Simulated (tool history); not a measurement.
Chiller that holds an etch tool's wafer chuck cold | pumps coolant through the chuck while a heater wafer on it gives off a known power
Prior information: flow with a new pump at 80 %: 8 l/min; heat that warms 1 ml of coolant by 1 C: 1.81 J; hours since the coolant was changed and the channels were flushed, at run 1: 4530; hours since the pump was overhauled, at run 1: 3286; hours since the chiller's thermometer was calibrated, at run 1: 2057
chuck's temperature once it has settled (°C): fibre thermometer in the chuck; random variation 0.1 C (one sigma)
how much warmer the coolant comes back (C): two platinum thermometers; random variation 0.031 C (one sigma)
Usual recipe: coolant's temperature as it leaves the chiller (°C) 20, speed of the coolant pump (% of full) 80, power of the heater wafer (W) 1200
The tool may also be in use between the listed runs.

| run | hour | coolant's temperature as it leaves the chiller (°C) | speed of the coolant pump (% of full) | power of the heater wafer (W) | hours since the coolant was changed and the channels were flushed | hours since the pump was overhauled | hours since the chiller's thermometer was calibrated | chuck's temperature once it has settled (°C) | how much warmer the coolant comes back (C) |
|---|---|---|---|---|---|---|---|---|---|
| 1 | 0.0 | 20 | 80 | 1200 | 4530 | 3286 | 2057 | 35.4 | 5.11 |
| 2 | 77.0 | 11 | 80 | 1200 | 4607 | 3363 | 2134 | 26.3 | 5.12 |
| 3 | 129.9 | 11 | 80 | 1200 | 4659 | 3416 | 2186 | 26.5 | 5.06 |
| 4 | 236.4 | 11 | 80 | 1200 | 4766 | 3523 | 2293 | 26.6 | 5.10 |
| 5 | 294.8 | 28 | 80 | 1200 | 4824 | 3581 | 2351 | 43.5 | 5.16 |
| 6 | 422.4 | 28 | 80 | 1200 | 4952 | 3709 | 2479 | 43.7 | 5.08 |
| 7 | 542.0 | 28 | 80 | 1200 | 5072 | 3828 | 2599 | 43.6 | 5.11 |
| 8 | 598.2 | 28 | 80 | 1200 | 5128 | 3885 | 2655 | 43.5 | 5.08 |
| 9 | 704.7 | 20 | 80 | 895 | 5234 | 3991 | 2761 | 31.8 | 3.81 |
| 10 | 770.7 | 20 | 80 | 1171 | 5300 | 4057 | 2827 | 35.4 | 5.03 |
| 11 | 850.7 | 20 | 80 | 1171 | 5380 | 4137 | 2907 | 35.4 | 5.05 |
| 12 | 957.1 | 20 | 80 | 1171 | 5487 | 4243 | 3014 | 35.6 | 4.95 |
| 13 | 1041.1 | 20 | 80 | 1200 | 5571 | 4327 | 3098 | 36.0 | 5.16 |
| 14 | 1165.6 | 20 | 80 | 632 | 5695 | 4452 | 3222 | 28.2 | 2.70 |
| 15 | 1255.2 | 20 | 80 | 1200 | 5785 | 4542 | 3312 | 36.0 | 5.13 |
| 16 | 1341.6 | 20 | 80 | 663 | 5871 | 4628 | 3398 | 28.8 | 2.82 |
|  | 1437.7 | coolant changed, channels flushed |
| 17 | 1472.2 | 10 | 98 | 1200 | 34 | 4753 | 3523 | 22.0 | 4.19 |
| 18 | 1579.0 | 29 | 98 | 693 | 141 | 4859 | 3630 | 35.8 | 2.35 |
| 19 | 1691.0 | 25 | 84 | 1008 | 253 | 4971 | 3742 | 36.0 | 4.00 |
| 20 | 1766.6 | 14 | 78 | 654 | 329 | 5047 | 3817 | 21.5 | 2.89 |
| 21 | 1820.8 | 20 | 75 | 827 | 383 | 5101 | 3871 | 30.0 | 3.77 |
|  | 1828.0 | chiller's thermometer calibrated |
| 22 | 1897.4 | 20 | 96 | 827 | 459 | 5177 | 69 | 28.5 | 2.92 |
| 23 | 1953.6 | 11 | 96 | 1439 | 515 | 5233 | 126 | 25.7 | 5.12 |
| 24 | 2058.1 | 17 | 75 | 1200 | 619 | 5337 | 230 | 31.4 | 5.55 |
|  | 2100.9 | chiller's thermometer calibrated, once more |
| 25 | 2115.6 | 12 | 64 | 870 | 676 | 5394 | 15 | 24.0 | 4.71 |
| 26 | 2175.6 | 12 | 64 | 870 | 736 | 5454 | 75 | 23.8 | 4.77 |
| 27 | 2251.4 | 15 | 80 | 1098 | 812 | 5530 | 150 | 27.9 | 4.76 |
| 28 | 2371.9 | 18 | 85 | 1097 | 932 | 5650 | 271 | 30.3 | 4.41 |
| 29 | 2461.3 | 18 | 85 | 878 | 1022 | 5740 | 360 | 27.9 | 3.53 |
| 30 | 2540.8 | 27 | 86 | 1565 | 1101 | 5819 | 440 | 44.6 | 6.29 |
| 31 | 2649.2 | 27 | 72 | 1565 | 1209 | 5928 | 548 | 46.8 | 7.59 |

Some steps in chuck's temperature once it has settled (°C) between neighbouring runs. How much of each would the tool show without its hidden state too (settings, what came in, random variation), and how much is left for the hidden state, with any gauge scatter that isn't in both results?
The hidden state here: heat passed by the chuck's channels, % of clean ones'; flow at a given pump speed, % of a new pump's; coolant's true temperature over the reading, C; drift of the gauge itself on chuck_c, C; drift of the gauge itself on warmer_back_c, C.
Run 4 -> 5: coolant's temperature as it leaves the chiller (°C) 11 -> 28. chuck's temperature once it has settled (°C) +16.9: hidden state +0.1, all else +16.8.
Run 13 -> 14: power of the heater wafer (W) 1200 -> 632. chuck's temperature once it has settled (°C) -7.8: hidden state -1.1, all else -6.7.
Run 14 -> 15: power of the heater wafer (W) 632 -> 1200. chuck's temperature once it has settled (°C) +7.8: hidden state +1.2, all else +6.6.
Run 15 -> 16: power of the heater wafer (W) 1200 -> 663. chuck's temperature once it has settled (°C) -7.2: hidden state -1.1, all else -6.1.
Run 19 -> 20: coolant's temperature as it leaves the chiller (°C) 25 -> 14, speed of the coolant pump (% of full) 84 -> 78, power of the heater wafer (W) 1008 -> 654. chuck's temperature once it has settled (°C) -14.5: hidden state -0.1, all else -14.4.
Run 29 -> 30: coolant's temperature as it leaves the chiller (°C) 18 -> 27, speed of the coolant pump (% of full) 85 -> 86, power of the heater wafer (W) 878 -> 1565. chuck's temperature once it has settled (°C) +16.7: hidden state +0.5, all else +16.2.

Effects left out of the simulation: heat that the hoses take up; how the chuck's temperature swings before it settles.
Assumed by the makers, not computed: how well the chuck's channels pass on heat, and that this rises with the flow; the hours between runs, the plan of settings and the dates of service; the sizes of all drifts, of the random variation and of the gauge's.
